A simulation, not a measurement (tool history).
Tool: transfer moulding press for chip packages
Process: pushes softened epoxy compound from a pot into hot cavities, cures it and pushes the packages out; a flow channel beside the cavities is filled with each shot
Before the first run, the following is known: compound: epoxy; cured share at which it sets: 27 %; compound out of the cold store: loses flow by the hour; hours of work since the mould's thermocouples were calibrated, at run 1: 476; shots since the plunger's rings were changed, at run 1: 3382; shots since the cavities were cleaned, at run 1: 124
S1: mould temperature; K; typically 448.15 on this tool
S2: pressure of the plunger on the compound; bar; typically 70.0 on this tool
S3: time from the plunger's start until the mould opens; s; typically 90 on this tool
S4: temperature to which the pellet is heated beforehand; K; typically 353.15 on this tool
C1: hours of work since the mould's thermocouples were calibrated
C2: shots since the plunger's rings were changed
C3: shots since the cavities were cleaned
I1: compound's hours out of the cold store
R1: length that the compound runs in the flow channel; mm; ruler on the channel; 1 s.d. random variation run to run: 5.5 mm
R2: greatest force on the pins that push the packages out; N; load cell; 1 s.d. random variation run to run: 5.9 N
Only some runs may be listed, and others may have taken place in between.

| run | hour | S1 | S2 | S3 | S4 | C1 | C2 | C3 | I1 | R1 | R2 |
|---|---|---|---|---|---|---|---|---|---|---|---|
| 1 | 0.0 | 448.15 | 70.0 | 90 | 353.15 | 476 | 3382 | 124 | 43.9 | 528 | 277 |
| 2 | 24.1 | 448.15 | 70.0 | 90 | 353.15 | 486 | 3586 | 328 | 21.4 | 623 | 380 |
| 3 | 50.9 | 448.15 | 70.0 | 90 | 353.15 | 498 | 3813 | 555 | 19.3 | 643 | 395 |
| 4 | 83.5 | 448.15 | 70.0 | 90 | 353.15 | 513 | 4088 | 830 | 44.9 | 530 | 440 |
|  | 97.3 | cavities cleaned with cleaning compound and waxed |
| 5 | 110.9 | 448.15 | 70.0 | 90 | 353.15 | 524 | 4307 | 115 | 24.6 | 611 | 305 |
| 6 | 135.3 | 448.15 | 70.0 | 90 | 353.15 | 535 | 4513 | 321 | 25.3 | 594 | 372 |
| 7 | 174.7 | 448.15 | 70.0 | 90 | 353.15 | 553 | 4846 | 654 | 16.5 | 645 | 453 |
|  | 210.1 | cavities cleaned with cleaning compound and waxed |
| 8 | 210.6 | 448.15 | 70.0 | 90 | 353.15 | 568 | 5137 | 4 | 44.8 | 518 | 229 |
| 9 | 252.4 | 448.15 | 70.0 | 90 | 353.15 | 587 | 5491 | 358 | 43.8 | 520 | 371 |
| 10 | 296.5 | 448.15 | 55.4 | 90 | 353.15 | 606 | 5864 | 731 | 22.7 | 539 | 448 |
|  | 301.4 | plunger's sealing rings changed |
|  | 326.2 | cavities cleaned with cleaning compound and waxed |
| 11 | 332.8 | 448.15 | 55.4 | 90 | 353.15 | 621 | 253 | 56 | 25.7 | 567 | 247 |
| 12 | 359.2 | 448.15 | 70.0 | 77 | 353.15 | 632 | 476 | 279 | 27.5 | 625 | 433 |
|  | 397.9 | mould's thermocouples calibrated |
| 13 | 397.9 | 448.15 | 70.0 | 90 | 353.15 | 0 | 787 | 590 | 47.0 | 548 | 415 |
|  | 441.8 | cavities cleaned with cleaning compound and waxed |
| 14 | 443.4 | 448.15 | 70.0 | 90 | 353.15 | 20 | 1159 | 14 | 48.0 | 535 | 231 |
| 15 | 482.7 | 448.15 | 70.0 | 90 | 353.15 | 37 | 1492 | 347 | 45.7 | 535 | 374 |
| 16 | 517.1 | 448.15 | 70.0 | 90 | 354.15 | 52 | 1782 | 637 | 26.2 | 617 | 428 |
|  | 554.5 | cavities cleaned with cleaning compound and waxed |
| 17 | 563.8 | 446.15 | 57.3 | 122 | 344.15 | 72 | 2164 | 78 | 34.5 | 523 | 239 |

Run 18 comes next. What will it give?
| 18 | 589.1 | 443.15 | 56.7 | 103 | 359.15 | 84 | 2379 | 293 | 16.3 | ? | ? |

R1: 604 mm
R2: 366 N
On a tool with no hidden condition, and with the same random variation, this run would have come out at R1 623 mm, R2 230 N.
